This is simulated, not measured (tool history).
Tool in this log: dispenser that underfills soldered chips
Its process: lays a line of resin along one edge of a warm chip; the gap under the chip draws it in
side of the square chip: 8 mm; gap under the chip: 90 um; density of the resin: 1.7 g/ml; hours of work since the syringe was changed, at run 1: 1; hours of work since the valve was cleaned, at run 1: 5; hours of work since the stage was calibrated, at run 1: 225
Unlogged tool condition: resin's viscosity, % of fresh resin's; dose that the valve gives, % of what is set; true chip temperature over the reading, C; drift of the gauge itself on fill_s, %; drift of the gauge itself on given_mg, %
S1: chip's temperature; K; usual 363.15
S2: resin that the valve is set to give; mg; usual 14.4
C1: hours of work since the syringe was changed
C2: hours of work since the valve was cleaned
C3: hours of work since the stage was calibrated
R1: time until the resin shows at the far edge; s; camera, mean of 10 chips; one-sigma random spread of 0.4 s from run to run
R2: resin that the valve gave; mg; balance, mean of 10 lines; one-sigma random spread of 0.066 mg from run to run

| run | hour | S1 | S2 | C1 | C2 | C3 | R1 | R2 |
|---|---|---|---|---|---|---|---|---|
| 1 | 0.0 | 363.15 | 14.4 | 1 | 5 | 225 | 28.9 | 14.39 |
|  | 6.0 | new syringe of resin |
| 2 | 8.1 | 363.15 | 14.4 | 2 | 11 | 231 | 29.5 | 14.13 |
|  | 13.7 | new syringe of resin |
| 3 | 16.1 | 363.15 | 14.4 | 2 | 17 | 237 | 30.2 | 14.21 |
|  | 21.0 | new syringe of resin |
| 4 | 21.2 | 363.15 | 14.4 | 0 | 20 | 240 | 28.0 | 14.15 |
|  | 28.4 | new syringe of resin |
| 5 | 29.4 | 363.15 | 14.4 | 1 | 26 | 246 | 27.6 | 14.02 |
| 6 | 33.6 | 363.15 | 14.4 | 4 | 29 | 249 | 33.6 | 13.95 |
|  | 36.1 | new syringe of resin |
| 7 | 39.1 | 363.15 | 14.4 | 2 | 33 | 253 | 30.8 | 13.93 |
|  | 43.4 | new syringe of resin |
| 8 | 45.0 | 363.15 | 14.4 | 1 | 37 | 257 | 29.4 | 13.93 |
| 9 | 50.1 | 363.15 | 14.4 | 5 | 41 | 261 | 35.4 | 13.80 |
|  | 51.1 | new syringe of resin |
|  | 53.7 | dispensing valve cleaned and set on the balance |
| 10 | 59.1 | 363.15 | 13.0 | 5 | 4 | 267 | 37.3 | 12.90 |
|  | 60.1 | new syringe of resin |
| 11 | 65.2 | 363.15 | 13.0 | 4 | 8 | 271 | 33.8 | 12.70 |
|  | 67.5 | new syringe of resin |
| 12 | 71.9 | 363.15 | 13.0 | 3 | 13 | 276 | 33.7 | 12.86 |
|  | 74.8 | new syringe of resin |
| 13 | 76.8 | 363.15 | 13.9 | 1 | 17 | 279 | 29.6 | 13.69 |
| 14 | 81.0 | 363.15 | 13.9 | 5 | 20 | 283 | 35.1 | 13.65 |
|  | 82.5 | new syringe of resin |
| 15 | 88.7 | 363.15 | 18.5 | 5 | 25 | 288 | 33.5 | 18.03 |
|  | 90.5 | new syringe of resin |
| 16 | 96.3 | 363.15 | 18.5 | 4 | 31 | 293 | 33.7 | 17.88 |
|  | 97.9 | new syringe of resin |
| 17 | 101.9 | 363.15 | 14.1 | 3 | 35 | 297 | 32.5 | 13.62 |
|  | 105.5 | new syringe of resin |
| 18 | 105.9 | 375.15 | 14.1 | 0 | 37 | 300 | 16.9 | 13.49 |
| 19 | 110.7 | 375.15 | 14.1 | 4 | 41 | 304 | 21.3 | 13.62 |
|  | 113.2 | new syringe of resin |
|  | 114.2 | dispensing valve cleaned and set on the balance |
| 20 | 119.5 | 375.15 | 14.1 | 4 | 4 | 309 | 21.4 | 13.89 |
|  | 122.0 | new syringe of resin |
| 21 | 124.2 | 364.15 | 18.6 | 2 | 7 | 313 | 27.5 | 18.57 |
| 22 | 128.8 | 364.15 | 18.6 | 5 | 11 | 316 | 34.1 | 18.50 |
|  | 129.5 | new syringe of resin |
| 23 | 133.8 | 364.15 | 18.6 | 3 | 14 | 320 | 30.9 | 18.37 |
|  | 137.4 | new syringe of resin |
| 24 | 140.8 | 377.15 | 16.4 | 3 | 19 | 325 | 17.7 | 16.13 |
|  | 144.9 | new syringe of resin |
| 25 | 146.1 | 369.15 | 14.4 | 1 | 23 | 328 | 23.1 | 14.00 |
|  | 152.7 | new syringe of resin |
| 26 | 152.7 | 369.15 | 14.4 | 0 | 28 | 333 | 22.3 | 13.85 |
| 27 | 158.8 | 369.15 | 14.4 | 5 | 32 | 338 | 27.7 | 13.92 |
|  | 160.0 | new syringe of resin |
| 28 | 163.6 | 369.15 | 14.4 | 3 | 35 | 341 | 25.7 | 13.81 |
|  | 167.6 | new syringe of resin |
| 29 | 171.0 | 352.15 | 15.2 | 3 | 41 | 346 | 50.5 | 14.61 |
|  | 174.6 | dispensing valve cleaned and set on the balance |
|  | 175.9 | new syringe of resin |
| 30 | 179.1 | 373.15 | 15.2 | 2 | 3 | 351 | 20.9 | 15.13 |
|  | 183.7 | new syringe of resin |
| 31 | 186.8 | 373.15 | 18.4 | 2 | 9 | 357 | 20.7 | 18.21 |
| 32 | 190.3 | 363.15 | 14.4 | 5 | 11 | 359 | 36.2 | 14.11 |
|  | 191.2 | new syringe of resin |
| 33 | 194.2 | 366.15 | 14.9 | 2 | 14 | 362 | 27.8 | 14.65 |
|  | 199.0 | new syringe of resin |
| 34 | 200.5 | 369.15 | 15.2 | 1 | 18 | 367 | 23.6 | 14.80 |

Alternative continuations, all from the tool just after run 34; predict every row:
| A | 204.4 | 363.15 | 17.7 | 4 | 21 | 369 | ? | ? |
| B | 204.4 | 378.15 | 13.7 | 4 | 21 | 369 | ? | ? |
| C | 204.4 | 377.15 | 14.4 | 4 | 21 | 369 | ? | ? |
| D | 204.4 | 353.15 | 17.9 | 4 | 21 | 369 | ? | ? |
| E | 204.4 | 364.15 | 15.2 | 4 | 21 | 369 | ? | ? |

| run | R1 | R2 |
|---|---|---|
| A | 33.6 | 17.37 |
| B | 20.1 | 13.35 |
| C | 20.0 | 14.02 |
| D | 49.9 | 17.49 |
| E | 32.2 | 14.71 |
Without the tool's unlogged condition, the same runs would have read:
| run | R1 | R2 |
|---|---|---|
| A | 26.3 | 17.77 |
| B | 15.9 | 13.66 |
| C | 15.7 | 14.35 |
| D | 38.8 | 17.89 |
| E | 25.1 | 15.05 |
